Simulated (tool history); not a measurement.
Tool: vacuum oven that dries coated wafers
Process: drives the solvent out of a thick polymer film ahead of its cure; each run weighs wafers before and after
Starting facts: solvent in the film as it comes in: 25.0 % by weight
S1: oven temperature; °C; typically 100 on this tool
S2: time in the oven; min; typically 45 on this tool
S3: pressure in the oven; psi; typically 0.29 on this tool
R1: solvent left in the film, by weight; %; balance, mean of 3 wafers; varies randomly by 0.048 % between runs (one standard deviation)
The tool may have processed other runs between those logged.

| run | hour | S1 | S2 | S3 | R1 |
|---|---|---|---|---|---|
| 1 | 0 | 100 | 45 | 0.29 | 3.61 |
| 2 | 49.1 | 100 | 45 | 0.29 | 3.59 |
| 3 | 87.6 | 100 | 45 | 0.29 | 3.71 |
| 4 | 117.4 | 100 | 45 | 0.29 | 3.58 |
| 5 | 174.2 | 100 | 45 | 0.29 | 3.6 |
| 6 | 229.9 | 100 | 45 | 1.03 | 5.26 |
|  | 252.7 | oven's thermocouples calibrated |
| 7 | 290.7 | 100 | 45 | 1.03 | 5.41 |
| 8 | 329.2 | 100 | 45 | 1.03 | 5.35 |
| 9 | 377.8 | 100 | 69 | 0.29 | 1.74 |
| 10 | 410 | 100 | 69 | 0.29 | 1.77 |
| 11 | 473.3 | 100 | 69 | 0.29 | 1.74 |
| 12 | 532.3 | 100 | 45 | 0.29 | 3.57 |
| 13 | 567 | 100 | 45 | 1.046 | 5.45 |
| 14 | 603.6 | 100 | 45 | 1.046 | 5.32 |
| 15 | 651.7 | 100 | 45 | 0.29 | 3.67 |
| 16 | 687.6 | 90 | 45 | 0.29 | 6.2 |
| 17 | 745.3 | 90 | 45 | 0.29 | 6.33 |
| 18 | 793.3 | 90 | 45 | 0.29 | 6.28 |
| 19 | 822.1 | 107 | 80 | 0.181 | 0.66 |
| 20 | 885.1 | 109 | 24 | 0.522 | 5.77 |
| 21 | 944.1 | 109 | 24 | 0.522 | 5.84 |
| 22 | 997.7 | 92 | 37 | 0.287 | 7 |
| 23 | 1032.8 | 87 | 28 | 0.29 | 10.53 |
| 24 | 1060.2 | 93 | 23 | 0.29 | 10.1 |
| 25 | 1112.4 | 100 | 43 | 0.31 | 4.01 |
| 26 | 1175.3 | 100 | 73 | 0.29 | 1.61 |
| 27 | 1226.6 | 98 | 27 | 0.29 | 7.54 |
| 28 | 1273.3 | 98 | 27 | 0.29 | 7.52 |
| 29 | 1312.9 | 100 | 26 | 0.29 | 7.16 |
| 30 | 1362.4 | 100 | 26 | 0.29 | 7.14 |
| 31 | 1403 | 100 | 45 | 0.352 | 3.76 |
| 32 | 1435.4 | 100 | 57 | 0.29 | 2.44 |
| 33 | 1469.3 | 100 | 24 | 0.29 | 7.75 |
| 34 | 1525.1 | 103 | 24 | 0.29 | 6.98 |
| 35 | 1552.2 | 97 | 30 | 0.899 | 8.45 |

5 options for the next run, each taken on its own from the tool as it stands now. Forecast them:
| A | 1596.2 | 91 | 45 | 0.158 | ? |
| B | 1596.2 | 106 | 30 | 0.899 | ? |
| C | 1596.2 | 95 | 24 | 0.197 | ? |
| D | 1596.2 | 105 | 45 | 1.05 | ? |
| E | 1596.2 | 106 | 62 | 0.772 | ? |

| run | R1 |
|---|---|
| A | 5.65 |
| B | 5.71 |
| C | 8.99 |
| D | 4.22 |
| E | 2.27 |
Take away the tool's hidden state, keep each run's random variation, and the runs would have read:
| run | R1 |
|---|---|
| A | 5.67 |
| B | 5.72 |
| C | 9.01 |
| D | 4.24 |
| E | 2.27 |
